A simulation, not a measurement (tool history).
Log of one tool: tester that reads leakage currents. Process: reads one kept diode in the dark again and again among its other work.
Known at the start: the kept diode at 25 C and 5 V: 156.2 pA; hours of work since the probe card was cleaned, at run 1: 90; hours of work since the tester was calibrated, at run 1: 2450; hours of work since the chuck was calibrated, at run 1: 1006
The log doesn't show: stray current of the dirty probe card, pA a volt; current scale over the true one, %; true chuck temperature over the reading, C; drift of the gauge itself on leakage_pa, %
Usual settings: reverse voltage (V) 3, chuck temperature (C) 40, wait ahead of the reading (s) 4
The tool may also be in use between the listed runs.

run	hour	reverse voltage (V)	chuck temperature (C)	wait ahead of the reading (s)	hours of work since the probe card was cleaned	hours of work since the tester was calibrated	hours of work since the chuck was calibrated	current that the tester gives (pA)
1	0	3	40	4	90	2450	1006	361.62
2	103.6	3	40	4	165	2525	1081	358.17
3	168	3	40	1.98	212	2572	1128	357.3
# hour 179.4: chuck's temperature calibrated
4	263.3	3	40	4	280	2640	61	396.47
5	337.2	3	33	4	333	2694	115	228.18
6	473.8	3	33	4	433	2793	214	225.65
7	534.4	3	40	4	477	2837	258	388.67
8	602.7	3	40	4	526	2887	308	389.39
9	664.5	3	40	4	571	2932	353	386.58
10	771.5	3	40	7.9	649	3009	430	384.05
11	901.3	3	40	4	743	3104	525	379.4
12	980.4	3	25	4	801	3161	582	113.23
# hour 1020.3: tester calibrated
13	1083.7	3	25	4	874	46	656	114.17
14	1182	3	40	4	946	117	727	383.5
15	1249.7	3	40	4	995	167	776	378.18
16	1378	3	40	4	1088	260	870	377.6
17	1511	3	40	2.45	1185	357	966	374.57
# hour 1522.4: probe card cleaned and baked
18	1656.8	3	40	2.45	98	460	1070	370.16
# hour 1747.1: chuck's temperature calibrated
19	1760.6	3	40	2.45	172	534	10	400.16
20	1826.2	3	40	2.45	219	582	57	397.57
21	1894.7	3	47	3.32	269	632	107	672.23
22	1964.9	3	47	3.32	320	683	158	665.79
23	2066.3	17.94	24	2.64	394	756	232	294.45
24	2135.7	17.94	24	2.64	444	807	282	292.41
# hour 2222.6: probe card cleaned and baked, once more
25	2240.8	1.29	49	1.59	13	881	357	480.32
26	2331.9	7.35	25	0.55	79	947	423	188.18
27	2423	7.35	25	0.55	146	1014	489	188.35
28	2556.3	7.35	25	0.55	243	1110	586	185.84
29	2694.5	7.35	29	5.52	343	1211	686	253.08
30	2819.1	1.12	29	5.51	434	1301	777	90.83
31	2933.1	1.12	52	0.31	516	1384	860	529.73
32	3001.8	15.53	43	0.31	566	1434	910	1143.8
33	3128.5	4.91	27	0.31	658	1526	1002	171.71
34	3198.9	4.91	27	0.31	710	1577	1053	172.26
# hour 3313.4: chuck's temperature calibrated
35	3322.9	4.83	22	7.51	798	1666	7	118.33
36	3458.7	3	39	4.69	897	1765	106	360.75
37	3531.1	3	21	0.73	949	1817	158	83.86
38	3647.1	3	34	1.07	1034	1902	243	243.03
39	3716.9	2.42	34	2.55	1085	1952	293	213.69

Forecast each of these 3 alternatives for the next run:
A	3848.1	1.07	40	4	1180	2048	389	?
B	3848.1	2.42	44	0.81	1180	2048	389	?
C	3848.1	3	23	0.33	1180	2048	389	?

run	current that the tester gives (pA)
A	219.82
B	462.21
C	99.23
Without the tool's hidden state the same runs would have given:
run	current that the tester gives (pA)
A	230.68
B	484.52
C	103.45

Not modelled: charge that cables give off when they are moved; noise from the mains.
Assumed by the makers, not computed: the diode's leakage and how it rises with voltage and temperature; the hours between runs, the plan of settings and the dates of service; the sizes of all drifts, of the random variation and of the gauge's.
